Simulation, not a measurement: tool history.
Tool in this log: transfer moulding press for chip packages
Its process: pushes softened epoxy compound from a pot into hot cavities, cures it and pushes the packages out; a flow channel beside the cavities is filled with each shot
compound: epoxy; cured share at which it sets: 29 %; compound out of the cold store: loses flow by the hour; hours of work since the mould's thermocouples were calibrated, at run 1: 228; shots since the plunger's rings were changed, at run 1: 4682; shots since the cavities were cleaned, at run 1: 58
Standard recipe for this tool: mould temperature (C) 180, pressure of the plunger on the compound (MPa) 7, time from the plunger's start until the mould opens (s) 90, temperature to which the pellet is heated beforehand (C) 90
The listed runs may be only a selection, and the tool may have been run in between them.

run,hour,mould temperature (C),pressure of the plunger on the compound (MPa),time from the plunger's start until the mould opens (s),temperature to which the pellet is heated beforehand (C),hours of work since the mould's thermocouples were calibrated,shots since the plunger's rings were changed,shots since the cavities were cleaned,incoming compound's hours out of the cold store,length that the compound runs in the flow channel (mm),greatest force on the pins that push the packages out (N)
1,0,180,7,90,90,228,4682,58,39.6,672,405
2,16.7,180,7,90,90,238,4875,251,17.8,728,501
3,30.4,184,7,90,90,247,5034,410,18.5,733,473
# hour 35.8: plunger's sealing rings changed
4,44.2,184,7,90,90,253,97,541,32.4,726,487
5,65.8,180,7,90,90,266,348,792,15.5,793,595
6,78.1,180,7,90,90,274,490,934,15.9,791,637
# hour 85.3: cavities cleaned with cleaning compound and waxed
7,93.5,180,6.38,90,90,282,652,96,14.6,768,419
8,105.7,180,6.38,90,90,289,793,237,24,735,477
9,118.4,180,6.38,90,90,297,940,384,21.2,738,544
10,133.9,180,8.39,90,90,306,1120,564,45.2,748,522
11,143.3,180,8.39,90,90,312,1229,673,21.1,833,577
12,160.1,178,7,90,90,322,1424,868,27.2,742,672
# hour 173.4: cavities cleaned with cleaning compound and waxed
13,174.8,178,7,90,90,329,1577,17,18.5,775,416
14,190.5,180,7,90,93,339,1759,199,12.2,806,478
15,207.7,175,6.81,118,89,349,1958,398,14,795,465
16,224.9,186,8.36,119,99,359,2159,599,16.7,836,401
17,245.2,180,7.99,90,94,371,2394,834,26.1,795,602
# hour 260.5: cavities cleaned with cleaning compound and waxed
18,260.5,179,5.29,86,90,380,2554,0,23.6,652,411
# hour 264.1: mould's thermocouples calibrated
19,272.2,180,7,118,94,5,2667,113,44.9,675,323
20,282.2,180,7,118,94,11,2782,228,36.3,699,384
21,291.5,180,7,118,94,16,2890,336,24.2,742,367
22,307.3,185,8.01,126,80,26,3074,520,20.3,802,413
23,317.7,185,8.01,126,80,32,3194,640,45.4,692,429
24,335.2,175,8.26,90,90,42,3397,843,44.5,744,765
# hour 349.6: cavities cleaned with cleaning compound and waxed
25,351.8,175,8.26,90,90,51,3572,25,41.2,736,482
# hour 369.3: mould's thermocouples calibrated, once more
26,372.4,175,7,81,90,2,3788,241,46.9,664,832
27,392.4,175,7.35,81,90,14,4020,473,17.8,771,1062
28,405.1,175,6.52,81,94,21,4167,620,33.8,691,1013

Forecast each of these 4 alternatives for the next run:
A,421.7,180,7,90,86,31,4359,812,29.3,?,?
B,421.7,175,6.64,106,94,31,4359,812,42,?,?
C,421.7,186,6.52,91,94,31,4359,812,22.9,?,?
D,421.7,175,5.31,81,94,31,4359,812,18.1,?,?

run,length that the compound runs in the flow channel (mm),greatest force on the pins that push the packages out (N)
A,719,608
B,660,585
C,689,464
D,680,1109
Without the tool's unlogged condition, the same runs would have read:
run,length that the compound runs in the flow channel (mm),greatest force on the pins that push the packages out (N)
A,768,364
B,705,353
C,736,273
D,727,673
